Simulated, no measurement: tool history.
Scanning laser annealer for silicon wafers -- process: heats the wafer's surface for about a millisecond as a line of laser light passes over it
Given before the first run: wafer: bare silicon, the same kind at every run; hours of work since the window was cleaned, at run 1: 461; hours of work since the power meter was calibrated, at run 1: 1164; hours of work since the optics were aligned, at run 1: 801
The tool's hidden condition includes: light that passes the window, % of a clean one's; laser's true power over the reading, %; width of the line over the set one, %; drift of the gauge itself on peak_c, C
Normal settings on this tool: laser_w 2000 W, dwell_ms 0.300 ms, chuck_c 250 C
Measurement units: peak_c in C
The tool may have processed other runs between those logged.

run	hour	laser_w	dwell_ms	chuck_c	hours of work since the window was cleaned	hours of work since the power meter was calibrated	hours of work since the optics were aligned	peak_c
1	0.0	2000	0.300	250	461	1164	801	996
2	34.6	2000	0.300	250	475	1179	816	997
3	82.6	2000	0.300	250	496	1199	836	997
4	148.7	2000	0.300	250	523	1227	864	994
5	208.7	2000	0.300	250	549	1252	889	993
6	257.0	2000	0.300	250	569	1272	909	989
7	311.2	2000	0.300	250	592	1295	932	992
8	356.2	2000	0.300	250	611	1314	951	994
9	384.2	2000	0.300	250	623	1326	963	992
10	422.5	2000	0.300	250	639	1342	979	992
11	486.1	2000	0.300	250	666	1369	1006	990
12	530.7	2000	0.300	250	684	1388	1025	989
13	578.2	2000	0.300	250	705	1408	1045	992
14	612.0	1829	0.300	270	719	1422	1059	944
15	650.3	1951	0.232	250	735	1438	1075	884
16	704.8	1951	0.232	250	758	1461	1098	885
17	750.4	2048	0.263	275	777	1480	1117	984
18	781.9	1734	0.315	248	790	1493	1131	899
19	842.5	2000	0.300	255	816	1519	1156	990
20	871.5	2029	0.327	250	828	1531	1168	1029
21	904.0	2029	0.327	250	842	1545	1182	1032
22	962.7	1713	0.258	261	867	1570	1207	839
23	1008.8	2109	0.211	236	886	1589	1226	889
24	1067.0	1791	0.213	272	911	1614	1251	824
25	1110.3	1931	0.213	257	929	1632	1269	855
26	1141.1	1931	0.213	257	942	1645	1282	855

Consider 5 possible next runs. They are alternatives, not a sequence: every one starts from the tool as it was left by run 26. What does each give?
A	1183.4	1803	0.213	233	960	1663	1300	?
B	1183.4	1779	0.213	257	960	1663	1300	?
C	1183.4	1794	0.254	257	960	1663	1300	?
D	1183.4	1931	0.213	217	960	1663	1300	?
E	1183.4	1729	0.237	274	960	1663	1300	?

run	peak_c
A	789
B	807
C	856
D	812
E	832
Without the tool's unlogged condition, the same runs would have read:
run	peak_c
A	809
B	827
C	878
D	833
E	852
